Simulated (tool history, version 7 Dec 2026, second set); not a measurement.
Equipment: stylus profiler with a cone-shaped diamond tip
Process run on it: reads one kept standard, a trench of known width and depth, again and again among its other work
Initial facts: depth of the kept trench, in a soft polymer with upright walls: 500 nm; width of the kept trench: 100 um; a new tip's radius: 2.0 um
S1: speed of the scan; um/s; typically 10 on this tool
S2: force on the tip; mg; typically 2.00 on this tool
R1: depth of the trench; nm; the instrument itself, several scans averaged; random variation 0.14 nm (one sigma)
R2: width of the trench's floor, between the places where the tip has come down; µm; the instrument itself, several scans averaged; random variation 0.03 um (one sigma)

run 1 hour=0.0 | S1=10 S2=2.00 | R1=506.29 R2=97.08
run 2 hour=17.0 | S1=10 S2=2.00 | R1=506.34 R2=97.02
run 3 hour=40.3 | S1=10 S2=2.00 | R1=506.28 R2=97.03
run 4 hour=58.7 | S1=10 S2=2.00 | R1=506.07 R2=97.06
run 5 hour=80.0 | S1=10 S2=2.00 | R1=506.23 R2=97.04
run 6 hour=100.4 | S1=13 S2=2.00 | R1=506.29 R2=97.02
run 7 hour=112.6 | S1=10 S2=2.24 | R1=506.63 R2=97.02
run 8 hour=132.2 | S1=10 S2=2.00 | R1=506.11 R2=96.99
run 9 hour=148.4 | S1=10 S2=2.00 | R1=506.21 R2=96.99
run 10 hour=164.8 | S1=10 S2=2.00 | R1=506.13 R2=97.07
run 11 hour=187.2 | S1=4 S2=2.00 | R1=506.01 R2=97.01
run 12 hour=206.6 | S1=4 S2=2.00 | R1=506.13 R2=96.98
run 13 hour=219.1 | S1=10 S2=2.00 | R1=506.11 R2=96.91
run 14 hour=236.8 | S1=10 S2=3.50 | R1=509.38 R2=96.92
run 15 hour=249.7 | S1=10 S2=2.43 | R1=507.35 R2=96.96
run 16 hour=267.6 | S1=10 S2=2.00 | R1=506.29 R2=96.95
run 17 hour=283.7 | S1=10 S2=2.00 | R1=506.30 R2=96.94
run 18 hour=307.6 | S1=10 S2=2.00 | R1=505.99 R2=96.92
run 19 hour=321.9 | S1=10 S2=3.31 | R1=509.15 R2=96.89
run 20 hour=343.6 | S1=10 S2=3.31 | R1=509.31 R2=96.89
run 21 hour=366.7 | S1=10 S2=3.31 | R1=508.74 R2=96.92
run 22 hour=385.2 | S1=10 S2=2.00 | R1=506.16 R2=96.91
run 23 hour=404.0 | S1=10 S2=2.00 | R1=506.03 R2=96.88
run 24 hour=427.0 | S1=6 S2=0.68 | R1=502.13 R2=96.92
run 25 hour=444.0 | S1=23 S2=2.00 | R1=506.00 R2=96.87
run 26 hour=460.3 | S1=23 S2=1.11 | R1=503.70 R2=96.84
run 27 hour=472.3 | S1=10 S2=5.55 | R1=512.82 R2=96.91
run 28 hour=492.9 | S1=2 S2=4.40 | R1=510.76 R2=96.88
run 29 hour=515.9 | S1=18 S2=1.49 | R1=504.69 R2=96.83
run 30 hour=538.6 | S1=18 S2=1.49 | R1=504.56 R2=96.92
run 31 hour=549.2 | S1=18 S2=1.49 | R1=504.32 R2=96.79
run 32 hour=564.2 | S1=15 S2=2.18 | R1=506.14 R2=96.81
run 33 hour=588.1 | S1=5 S2=2.18 | R1=506.37 R2=96.81
run 34 hour=602.5 | S1=5 S2=2.18 | R1=506.45 R2=96.81
run 35 hour=616.2 | S1=7 S2=1.41 | R1=504.20 R2=96.87
run 36 hour=637.4 | S1=4 S2=5.82 | R1=513.22 R2=96.83
run 37 hour=651.5 | S1=3 S2=4.47 | R1=510.83 R2=96.83
run 38 hour=666.2 | S1=3 S2=4.47 | R1=510.97 R2=96.86
run 39 hour=684.9 | S1=33 S2=0.96 | R1=503.12 R2=96.71
run 40 hour=708.2 | S1=34 S2=0.67 | R1=502.00 R2=96.68
run 41 hour=722.1 | S1=3 S2=0.80 | R1=502.47 R2=96.82
run 42 hour=733.7 | S1=3 S2=5.14 | R1=512.14 R2=96.80
run 43 hour=743.6 | S1=3 S2=5.14 | R1=512.03 R2=96.80
run 44 hour=766.3 | S1=6 S2=4.39 | R1=510.85 R2=96.74
run 45 hour=780.5 | S1=4 S2=2.50 | R1=507.01 R2=96.70
run 46 hour=794.7 | S1=3 S2=1.67 | R1=504.70 R2=96.70

Difference, measured minus no-hidden-state, one row per run. Run-to-run variation is common to both terms; the gauge's own scatter need not be:
What the log doesn't record here: radius of the tip, um; height scale over the true one, %; drift of the gauge itself on depth_nm, %; drift of the gauge itself on floor_um, %.
run=1 R1=-0.75 R2=-0.28
run=2 R1=-0.76 R2=-0.29
run=3 R1=-0.78 R2=-0.30
run=4 R1=-0.79 R2=-0.30
run=5 R1=-0.81 R2=-0.32
run=6 R1=-0.83 R2=-0.33
run=7 R1=-0.84 R2=-0.33
run=8 R1=-0.85 R2=-0.34
run=9 R1=-0.87 R2=-0.34
run=10 R1=-0.88 R2=-0.34
run=11 R1=-0.90 R2=-0.36
run=12 R1=-0.92 R2=-0.36
run=13 R1=-0.93 R2=-0.38
run=14 R1=-0.95 R2=-0.38
run=15 R1=-0.96 R2=-0.39
run=16 R1=-0.97 R2=-0.40
run=17 R1=-0.99 R2=-0.40
run=18 R1=-1.00 R2=-0.41
run=19 R1=-1.03 R2=-0.42
run=20 R1=-1.04 R2=-0.42
run=21 R1=-1.06 R2=-0.42
run=22 R1=-1.07 R2=-0.43
run=23 R1=-1.09 R2=-0.44
run=24 R1=-1.09 R2=-0.45
run=25 R1=-1.12 R2=-0.46
run=26 R1=-1.13 R2=-0.46
run=27 R1=-1.16 R2=-0.46
run=28 R1=-1.17 R2=-0.48
run=29 R1=-1.18 R2=-0.48
run=30 R1=-1.20 R2=-0.49
run=31 R1=-1.21 R2=-0.50
run=32 R1=-1.22 R2=-0.50
run=33 R1=-1.24 R2=-0.51
run=34 R1=-1.25 R2=-0.52
run=35 R1=-1.26 R2=-0.52
run=36 R1=-1.30 R2=-0.53
run=37 R1=-1.31 R2=-0.54
run=38 R1=-1.32 R2=-0.54
run=39 R1=-1.32 R2=-0.55
run=40 R1=-1.33 R2=-0.55
run=41 R1=-1.35 R2=-0.57
run=42 R1=-1.38 R2=-0.57
run=43 R1=-1.39 R2=-0.57
run=44 R1=-1.40 R2=-0.58
run=45 R1=-1.41 R2=-0.59
run=46 R1=-1.41 R2=-0.59
